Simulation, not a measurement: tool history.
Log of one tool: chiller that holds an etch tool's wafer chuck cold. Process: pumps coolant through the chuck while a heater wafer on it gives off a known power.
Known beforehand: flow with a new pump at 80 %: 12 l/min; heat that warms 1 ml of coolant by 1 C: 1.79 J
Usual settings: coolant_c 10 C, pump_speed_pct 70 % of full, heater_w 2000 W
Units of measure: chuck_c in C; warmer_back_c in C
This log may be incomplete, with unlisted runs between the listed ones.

{"run": 1, "hour": 0.0, "coolant_c": 10, "pump_speed_pct": 70, "heater_w": 2000, "chuck_c": 27.6, "warmer_back_c": 6.4}
{"run": 2, "hour": 16.1, "coolant_c": 10, "pump_speed_pct": 70, "heater_w": 2000, "chuck_c": 27.6, "warmer_back_c": 6.47}
{"run": 3, "hour": 36.4, "coolant_c": 10, "pump_speed_pct": 70, "heater_w": 2000, "chuck_c": 27.4, "warmer_back_c": 6.45}
{"run": 4, "hour": 57.6, "coolant_c": 10, "pump_speed_pct": 70, "heater_w": 2000, "chuck_c": 27.4, "warmer_back_c": 6.4}
{"run": 5, "hour": 81.7, "coolant_c": 10, "pump_speed_pct": 70, "heater_w": 1526, "chuck_c": 23.5, "warmer_back_c": 4.9}
{"run": 6, "hour": 114.0, "coolant_c": 10, "pump_speed_pct": 70, "heater_w": 1526, "chuck_c": 23.4, "warmer_back_c": 4.9}
{"run": 7, "hour": 131.4, "coolant_c": 10, "pump_speed_pct": 70, "heater_w": 1526, "chuck_c": 23.7, "warmer_back_c": 4.86}
{"run": 8, "hour": 158.6, "coolant_c": 10, "pump_speed_pct": 70, "heater_w": 1526, "chuck_c": 23.5, "warmer_back_c": 4.96}
{"run": 9, "hour": 182.5, "coolant_c": 10, "pump_speed_pct": 70, "heater_w": 1526, "chuck_c": 23.3, "warmer_back_c": 4.92}
{"run": 10, "hour": 200.8, "coolant_c": 10, "pump_speed_pct": 70, "heater_w": 1526, "chuck_c": 23.4, "warmer_back_c": 5.0}
{"run": 11, "hour": 219.2, "coolant_c": 10, "pump_speed_pct": 70, "heater_w": 1526, "chuck_c": 23.4, "warmer_back_c": 4.94}
{"run": 12, "hour": 239.9, "coolant_c": 10, "pump_speed_pct": 80, "heater_w": 2000, "chuck_c": 26.2, "warmer_back_c": 5.68}
{"run": 13, "hour": 260.9, "coolant_c": 10, "pump_speed_pct": 80, "heater_w": 2000, "chuck_c": 26.2, "warmer_back_c": 5.67}
{"run": 14, "hour": 276.3, "coolant_c": 8, "pump_speed_pct": 80, "heater_w": 2000, "chuck_c": 24.5, "warmer_back_c": 5.64}
{"run": 15, "hour": 299.2, "coolant_c": 10, "pump_speed_pct": 70, "heater_w": 2255, "chuck_c": 30.0, "warmer_back_c": 7.31}
{"run": 16, "hour": 332.2, "coolant_c": 10, "pump_speed_pct": 75, "heater_w": 2000, "chuck_c": 26.8, "warmer_back_c": 6.09}
{"run": 17, "hour": 352.3, "coolant_c": 10, "pump_speed_pct": 86, "heater_w": 1060, "chuck_c": 18.4, "warmer_back_c": 2.82}
{"run": 18, "hour": 386.6, "coolant_c": 10, "pump_speed_pct": 76, "heater_w": 1513, "chuck_c": 22.5, "warmer_back_c": 4.46}
{"run": 19, "hour": 414.8, "coolant_c": 10, "pump_speed_pct": 76, "heater_w": 1513, "chuck_c": 22.9, "warmer_back_c": 4.54}
{"run": 20, "hour": 447.2, "coolant_c": 10, "pump_speed_pct": 76, "heater_w": 1513, "chuck_c": 22.7, "warmer_back_c": 4.56}
{"run": 21, "hour": 470.9, "coolant_c": 20, "pump_speed_pct": 96, "heater_w": 2688, "chuck_c": 39.9, "warmer_back_c": 6.35}
{"run": 22, "hour": 489.3, "coolant_c": 20, "pump_speed_pct": 96, "heater_w": 2688, "chuck_c": 40.0, "warmer_back_c": 6.4}
{"run": 23, "hour": 509.9, "coolant_c": 20, "pump_speed_pct": 96, "heater_w": 2688, "chuck_c": 39.9, "warmer_back_c": 6.36}
{"run": 24, "hour": 537.4, "coolant_c": 20, "pump_speed_pct": 63, "heater_w": 2817, "chuck_c": 46.8, "warmer_back_c": 10.23}
{"run": 25, "hour": 564.5, "coolant_c": 4, "pump_speed_pct": 81, "heater_w": 2129, "chuck_c": 21.5, "warmer_back_c": 5.97}
{"run": 26, "hour": 579.2, "coolant_c": 4, "pump_speed_pct": 81, "heater_w": 2129, "chuck_c": 21.4, "warmer_back_c": 6.0}
{"run": 27, "hour": 607.0, "coolant_c": 15, "pump_speed_pct": 74, "heater_w": 2000, "chuck_c": 32.5, "warmer_back_c": 6.18}
{"run": 28, "hour": 637.5, "coolant_c": 10, "pump_speed_pct": 68, "heater_w": 2000, "chuck_c": 28.1, "warmer_back_c": 6.73}
{"run": 29, "hour": 653.1, "coolant_c": 10, "pump_speed_pct": 68, "heater_w": 2000, "chuck_c": 28.3, "warmer_back_c": 6.72}
{"run": 30, "hour": 672.4, "coolant_c": 4, "pump_speed_pct": 65, "heater_w": 1336, "chuck_c": 16.5, "warmer_back_c": 4.69}
{"run": 31, "hour": 688.3, "coolant_c": 4, "pump_speed_pct": 65, "heater_w": 1336, "chuck_c": 16.5, "warmer_back_c": 4.72}
{"run": 32, "hour": 712.6, "coolant_c": 4, "pump_speed_pct": 65, "heater_w": 1336, "chuck_c": 16.7, "warmer_back_c": 4.68}

Table of differences, measured result less the result of that run with no hidden state. Run-to-run variation is the same in both. Gauge scatter possibly is not:
Hidden state present: heat passed by the chuck's channels, % of clean ones'; flow at a given pump speed, % of a new pump's; coolant's true temperature over the reading, C; drift of the gauge itself on chuck_c, C; drift of the gauge itself on warmer_back_c, C.
run=1 chuck_c=+1.3 warmer_back_c=+0.05
run=2 chuck_c=+1.3 warmer_back_c=+0.05
run=3 chuck_c=+1.3 warmer_back_c=+0.05
run=4 chuck_c=+1.4 warmer_back_c=+0.06
run=5 chuck_c=+1.1 warmer_back_c=+0.05
run=6 chuck_c=+1.1 warmer_back_c=+0.05
run=7 chuck_c=+1.1 warmer_back_c=+0.06
run=8 chuck_c=+1.1 warmer_back_c=+0.05
run=9 chuck_c=+1.1 warmer_back_c=+0.06
run=10 chuck_c=+1.1 warmer_back_c=+0.06
run=11 chuck_c=+1.1 warmer_back_c=+0.06
run=12 chuck_c=+1.3 warmer_back_c=+0.08
run=13 chuck_c=+1.4 warmer_back_c=+0.08
run=14 chuck_c=+1.4 warmer_back_c=+0.08
run=15 chuck_c=+1.7 warmer_back_c=+0.11
run=16 chuck_c=+1.4 warmer_back_c=+0.10
run=17 chuck_c=+0.8 warmer_back_c=+0.04
run=18 chuck_c=+1.2 warmer_back_c=+0.07
run=19 chuck_c=+1.2 warmer_back_c=+0.08
run=20 chuck_c=+1.2 warmer_back_c=+0.08
run=21 chuck_c=+1.8 warmer_back_c=+0.12
run=22 chuck_c=+1.9 warmer_back_c=+0.12
run=23 chuck_c=+1.8 warmer_back_c=+0.12
run=24 chuck_c=+2.4 warmer_back_c=+0.21
run=25 chuck_c=+1.7 warmer_back_c=+0.13
run=26 chuck_c=+1.6 warmer_back_c=+0.13
run=27 chuck_c=+1.6 warmer_back_c=+0.14
run=28 chuck_c=+1.8 warmer_back_c=+0.16
run=29 chuck_c=+1.8 warmer_back_c=+0.16
run=30 chuck_c=+1.3 warmer_back_c=+0.11
run=31 chuck_c=+1.3 warmer_back_c=+0.11
run=32 chuck_c=+1.4 warmer_back_c=+0.11

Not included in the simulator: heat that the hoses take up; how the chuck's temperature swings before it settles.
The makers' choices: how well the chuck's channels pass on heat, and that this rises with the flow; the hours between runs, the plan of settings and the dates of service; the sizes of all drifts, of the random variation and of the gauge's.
